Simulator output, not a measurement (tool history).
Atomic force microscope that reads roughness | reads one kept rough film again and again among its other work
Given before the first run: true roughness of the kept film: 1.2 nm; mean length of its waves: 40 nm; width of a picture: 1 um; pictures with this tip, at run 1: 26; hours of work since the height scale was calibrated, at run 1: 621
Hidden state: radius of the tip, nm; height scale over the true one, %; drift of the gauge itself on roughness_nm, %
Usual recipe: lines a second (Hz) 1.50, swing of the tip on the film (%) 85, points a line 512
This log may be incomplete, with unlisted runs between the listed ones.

run	hour	lines a second (Hz)	swing of the tip on the film (%)	points a line	pictures with this tip	hours of work since the height scale was calibrated	roughness of the kept film (nm (root mean square))
1	0.0	1.50	85	512	26	621	0.953
2	41.6	1.50	85	512	78	641	0.922
3	86.8	1.50	85	512	135	662	0.891
# hour 103.8: new tip fitted
4	128.9	1.50	85	512	31	681	0.944
5	164.3	1.50	85	512	76	697	0.927
6	196.3	1.50	85	512	116	712	0.901
# hour 231.0: new tip fitted
7	244.9	1.50	76	512	18	735	1.008
8	272.9	1.50	76	512	53	748	1.001
9	321.9	1.50	76	512	115	770	0.970
10	346.2	1.50	76	512	145	782	0.964
# hour 357.3: new tip fitted
11	367.8	1.50	65	512	13	791	1.073
12	408.6	1.50	65	565	64	810	1.053
13	455.1	1.50	65	565	122	832	1.024
# hour 480.5: new tip fitted
14	493.1	1.50	63	690	16	849	1.075
15	523.5	1.26	85	758	54	863	0.959
16	562.5	0.90	58	615	103	881	1.081
17	602.0	0.63	78	766	153	900	1.028
# hour 604.9: new tip fitted
18	640.8	1.52	76	565	45	917	0.993
19	676.9	2.15	67	1002	90	934	0.993
20	699.6	0.79	73	841	119	945	1.037
# hour 727.7: new tip fitted
21	742.8	0.79	73	841	19	964	1.081
22	786.1	0.87	66	772	73	985	1.076
23	823.4	2.77	71	518	120	1002	0.916

Measured less the same run without the tool's hidden state. The same run-to-run variation is in both; the gauge's scatter may not be:
run	roughness of the kept film (nm (root mean square))
1	-0.018
2	-0.042
3	-0.065
4	-0.023
5	-0.043
6	-0.060
7	-0.016
8	-0.033
9	-0.061
10	-0.072
11	-0.017
12	-0.043
13	-0.071
14	-0.018
15	-0.031
16	-0.059
17	-0.082
18	-0.034
19	-0.057
20	-0.074
21	-0.021
22	-0.047
23	-0.061
